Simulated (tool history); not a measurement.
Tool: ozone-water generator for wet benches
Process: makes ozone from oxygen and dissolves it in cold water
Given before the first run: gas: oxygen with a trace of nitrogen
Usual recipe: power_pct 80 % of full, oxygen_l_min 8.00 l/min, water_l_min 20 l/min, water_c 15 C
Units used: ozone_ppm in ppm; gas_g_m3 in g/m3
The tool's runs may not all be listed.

Run 1, hour 0.0: usual settings. Result: ozone_ppm 30.4 ppm, gas_g_m3 227.6 g/m3.
Run 2, hour 182.7: usual settings. Result: ozone_ppm 29.5 ppm, gas_g_m3 227.8 g/m3.
Run 3, hour 341.1: usual settings. Result: ozone_ppm 29.4 ppm, gas_g_m3 226.0 g/m3.
Run 4, hour 514.2: usual settings but water_c 12 C. Result: ozone_ppm 31.2 ppm, gas_g_m3 225.7 g/m3.
Run 5, hour 679.8: usual settings but power_pct 59 % of full. Result: ozone_ppm 24.7 ppm, gas_g_m3 191.3 g/m3.
Run 6, hour 784.0: usual settings. Result: ozone_ppm 28.7 ppm, gas_g_m3 223.3 g/m3.
Run 7, hour 912.1: usual settings but water_c 19 C. Result: ozone_ppm 27.1 ppm, gas_g_m3 224.7 g/m3.
Run 8, hour 1092.7: usual settings but water_c 19 C. Result: ozone_ppm 26.7 ppm, gas_g_m3 222.4 g/m3.
At hour 1158.6: contactor cleaned.
Run 9, hour 1252.3: usual settings but water_c 19 C. Result: ozone_ppm 27.9 ppm, gas_g_m3 222.0 g/m3.
Run 10, hour 1388.7: usual settings but water_c 19 C. Result: ozone_ppm 27.9 ppm, gas_g_m3 219.9 g/m3.
Run 11, hour 1485.6: usual settings. Result: ozone_ppm 29.7 ppm, gas_g_m3 216.2 g/m3.
Run 12, hour 1650.8: usual settings. Result: ozone_ppm 29.7 ppm, gas_g_m3 217.7 g/m3.
Run 13, hour 1754.6: usual settings. Result: ozone_ppm 29.6 ppm, gas_g_m3 219.2 g/m3.
Run 14, hour 1921.9: usual settings. Result: ozone_ppm 29.1 ppm, gas_g_m3 218.4 g/m3.
Run 15, hour 2097.7: usual settings. Result: ozone_ppm 29.1 ppm, gas_g_m3 214.8 g/m3.
Run 16, hour 2211.5: usual settings. Result: ozone_ppm 28.9 ppm, gas_g_m3 216.9 g/m3.
Run 17, hour 2333.8: usual settings. Result: ozone_ppm 29.1 ppm, gas_g_m3 216.0 g/m3.
Run 18, hour 2508.5: usual settings but power_pct 59 % of full, oxygen_l_min 5.66 l/min, water_l_min 23 l/min, water_c 12 C. Result: ozone_ppm 22.6 ppm, gas_g_m3 219.7 g/m3.
Run 19, hour 2618.5: usual settings but power_pct 47 % of full, oxygen_l_min 5.66 l/min, water_l_min 23 l/min, water_c 10 C. Result: ozone_ppm 20.4 ppm, gas_g_m3 194.3 g/m3.
Run 20, hour 2786.1: usual settings but power_pct 47 % of full, oxygen_l_min 5.66 l/min, water_l_min 23 l/min, water_c 10 C. Result: ozone_ppm 20.1 ppm, gas_g_m3 193.9 g/m3.
At hour 2799.5: water thermometer calibrated.
Run 21, hour 2921.1: usual settings but power_pct 47 % of full, oxygen_l_min 14.32 l/min, water_l_min 23 l/min, water_c 17 C. Result: ozone_ppm 17.0 ppm, gas_g_m3 119.2 g/m3.
Run 22, hour 3104.5: usual settings but water_c 22 C. Result: ozone_ppm 24.4 ppm, gas_g_m3 211.3 g/m3.
Run 23, hour 3314.6: usual settings but oxygen_l_min 10.00 l/min, water_l_min 29 l/min. Result: ozone_ppm 19.3 ppm, gas_g_m3 185.8 g/m3.
Run 24, hour 3415.5: usual settings but oxygen_l_min 10.00 l/min, water_l_min 29 l/min. Result: ozone_ppm 19.2 ppm, gas_g_m3 185.4 g/m3.
Run 25, hour 3502.5: usual settings but power_pct 44 % of full. Result: ozone_ppm 19.9 ppm, gas_g_m3 154.7 g/m3.
Run 26, hour 3707.8: usual settings but power_pct 64 % of full, oxygen_l_min 5.20 l/min, water_l_min 24 l/min, water_c 8 C. Result: ozone_ppm 22.2 ppm, gas_g_m3 233.6 g/m3.
At hour 3772.0: water thermometer calibrated, once more.
Run 27, hour 3853.0: usual settings but power_pct 63 % of full. Result: ozone_ppm 24.2 ppm, gas_g_m3 182.7 g/m3.
Run 28, hour 3981.2: usual settings but power_pct 63 % of full. Result: ozone_ppm 24.3 ppm, gas_g_m3 184.7 g/m3.
Run 29, hour 4131.9: usual settings but oxygen_l_min 13.65 l/min, water_l_min 13 l/min, water_c 16 C. Result: ozone_ppm 32.2 ppm, gas_g_m3 154.2 g/m3.
Run 30, hour 4277.0: usual settings but oxygen_l_min 4.45 l/min, water_l_min 13 l/min, water_c 16 C. Result: ozone_ppm 39.3 ppm, gas_g_m3 281.9 g/m3.
Run 31, hour 4363.7: usual settings but power_pct 99 % of full, oxygen_l_min 4.45 l/min, water_l_min 13 l/min, water_c 19 C. Result: ozone_ppm 41.3 ppm, gas_g_m3 311.2 g/m3.
At hour 4419.7: contactor cleaned.
Run 32, hour 4479.2: usual settings but power_pct 99 % of full, oxygen_l_min 4.45 l/min, water_l_min 13 l/min, water_c 19 C. Result: ozone_ppm 42.6 ppm, gas_g_m3 308.4 g/m3.
Run 33, hour 4689.7: usual settings but power_pct 99 % of full, oxygen_l_min 4.45 l/min, water_l_min 13 l/min, water_c 19 C. Result: ozone_ppm 42.3 ppm, gas_g_m3 312.1 g/m3.
Run 34, hour 4790.5: usual settings but power_pct 99 % of full, oxygen_l_min 4.45 l/min, water_l_min 13 l/min, water_c 19 C. Result: ozone_ppm 42.3 ppm, gas_g_m3 308.9 g/m3.

Below are 3 alternative next runs, each starting from the tool's condition after run 34. Predict each:
Run A, hour 4966.6: usual settings but oxygen_l_min 10.18 l/min, water_l_min 12 l/min, water_c 8 C. Result: ozone_ppm ?, gas_g_m3 ?.
Run B, hour 4966.6: usual settings but oxygen_l_min 6.37 l/min. Result: ozone_ppm ?, gas_g_m3 ?.
Run C, hour 4966.6: usual settings but power_pct 59 % of full, water_l_min 25 l/min. Result: ozone_ppm ?, gas_g_m3 ?.

run  ozone_ppm  gas_g_m3
  A       44.1     177.8
  B       27.8     228.2
  C       19.2     174.4
Had the tool no hidden state, the same runs would have come out as:
run  ozone_ppm  gas_g_m3
  A       51.0     203.7
  B       32.2     261.3
  C       21.8     195.7
